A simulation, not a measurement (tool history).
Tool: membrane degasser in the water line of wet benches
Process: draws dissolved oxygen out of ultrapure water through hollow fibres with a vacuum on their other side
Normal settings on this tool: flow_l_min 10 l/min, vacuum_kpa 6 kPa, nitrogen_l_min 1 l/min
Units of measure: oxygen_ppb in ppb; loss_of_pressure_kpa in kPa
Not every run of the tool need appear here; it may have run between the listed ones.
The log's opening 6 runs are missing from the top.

run   hour  flow_l_min  vacuum_kpa  nitrogen_l_min  hours since the membrane was changed  hours since the vacuum gauge was calibrated  hours since the vacuum lines were made tight  oxygen_ppb  loss_of_pressure_kpa
  7    244          10        4.76               1                                  2625                                          993                                          4346        42.7                 33.96
  8  275.2          10        4.76               1                                  2656                                         1025                                          4377        43.9                 34.03
  9  313.8          10        4.76               1                                  2695                                         1063                                          4416          44                 34.21
 10  363.7          10        4.76               1                                  2745                                         1113                                          4466        43.6                  34.4
 11  400.8          10        4.76               1                                  2782                                         1150                                          4503        44.7                 34.21
 12  440.7          10           6               1                                  2822                                         1190                                          4543        75.4                 34.44
 13  490.7          10           6               1                                  2872                                         1240                                          4593        73.2                 34.12
 14  529.3          10           6               1                                  2910                                         1279                                          4631        73.8                 33.98
 15  574.6          10           6               1                                  2955                                         1324                                          4677        74.4                 34.36
 16  603.4           6           6               1                                  2984                                         1353                                          4705        45.1                  20.5
 17  631.1           6           6               1                                  3012                                         1381                                          4733        44.3                 20.04
 18  690.3           9        10.2            2.57                                  3071                                         1440                                          4792        67.2                 30.82
 19  733.1           9        10.2            2.57                                  3114                                         1483                                          4835        67.4                 31.17
 20  784.7           9        10.2            0.83                                  3166                                         1534                                          4887       187.9                  30.8

Predict the results of run 21:
 21  814.6           9        10.2            0.51                                  3196                                         1564                                          4917           ?                     ?

oxygen_ppb: 285.3 ppb
loss_of_pressure_kpa: 30.91 kPa
Without the tool's hidden state the same run would have given oxygen_ppb 275.4 ppb, loss_of_pressure_kpa 30.33 kPa.
